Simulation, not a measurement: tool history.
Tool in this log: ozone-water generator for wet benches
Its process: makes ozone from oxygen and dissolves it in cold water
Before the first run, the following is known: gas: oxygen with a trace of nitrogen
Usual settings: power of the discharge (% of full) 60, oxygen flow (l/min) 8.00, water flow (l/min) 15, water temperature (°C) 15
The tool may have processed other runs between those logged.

| run | hour | power of the discharge (% of full) | oxygen flow (l/min) | water flow (l/min) | water temperature (°C) | dissolved ozone (ppm) | ozone in the gas ahead of the water (g/m3) |
|---|---|---|---|---|---|---|---|
| 1 | 0.0 | 60 | 8.00 | 15 | 15 | 36.5 | 204.2 |
| 2 | 45.9 | 60 | 8.00 | 15 | 15 | 36.2 | 204.9 |
| 3 | 71.4 | 60 | 8.00 | 22 | 15 | 27.0 | 206.8 |
| 4 | 94.8 | 60 | 8.00 | 22 | 15 | 27.2 | 205.0 |
| 5 | 130.7 | 95 | 8.00 | 22 | 15 | 37.5 | 284.1 |
| 6 | 179.0 | 60 | 8.00 | 15 | 15 | 36.6 | 203.8 |
| 7 | 222.0 | 60 | 8.00 | 15 | 15 | 36.1 | 203.8 |
|  | 239.3 | water thermometer calibrated |
| 8 | 267.0 | 60 | 8.00 | 15 | 15 | 36.3 | 204.4 |
| 9 | 291.9 | 60 | 8.00 | 15 | 15 | 36.5 | 202.8 |
| 10 | 334.8 | 60 | 8.00 | 15 | 15 | 35.9 | 204.0 |
| 11 | 370.0 | 85 | 8.00 | 15 | 15 | 46.4 | 260.6 |
| 12 | 410.8 | 85 | 8.00 | 15 | 15 | 46.1 | 259.7 |
| 13 | 442.8 | 60 | 8.00 | 15 | 15 | 36.6 | 204.9 |
| 14 | 476.7 | 60 | 8.00 | 15 | 15 | 36.8 | 204.5 |
| 15 | 512.9 | 60 | 8.00 | 15 | 15 | 36.3 | 200.5 |
| 16 | 549.3 | 60 | 8.00 | 15 | 17 | 34.9 | 201.8 |
| 17 | 600.1 | 60 | 8.00 | 17 | 23 | 28.4 | 200.1 |
| 18 | 622.4 | 77 | 9.83 | 12 | 15 | 47.2 | 211.4 |
| 19 | 649.6 | 56 | 4.77 | 15 | 17 | 35.3 | 258.9 |
| 20 | 687.0 | 60 | 8.00 | 15 | 15 | 36.4 | 204.1 |
| 21 | 727.1 | 53 | 7.35 | 10 | 21 | 38.0 | 193.3 |
| 22 | 779.8 | 60 | 8.00 | 15 | 12 | 38.4 | 198.8 |
|  | 817.3 | gauge calibrated |
| 23 | 817.7 | 60 | 8.00 | 15 | 12 | 38.8 | 206.9 |
| 24 | 856.2 | 44 | 8.00 | 14 | 12 | 32.3 | 166.8 |
| 25 | 900.3 | 60 | 8.00 | 15 | 11 | 39.2 | 206.1 |
| 26 | 947.0 | 60 | 12.99 | 15 | 15 | 32.1 | 154.0 |

Expected results for the next run?
| 27 | 974.2 | 60 | 12.99 | 15 | 15 | ? | ? |

{"run 27": {"dissolved ozone (ppm)": 32.5, "ozone in the gas ahead of the water (g/m3)": 156.2}}
With no hidden state in the tool, this same run would have given dissolved ozone (ppm) 32.6, ozone in the gas ahead of the water (g/m3) 157.2.

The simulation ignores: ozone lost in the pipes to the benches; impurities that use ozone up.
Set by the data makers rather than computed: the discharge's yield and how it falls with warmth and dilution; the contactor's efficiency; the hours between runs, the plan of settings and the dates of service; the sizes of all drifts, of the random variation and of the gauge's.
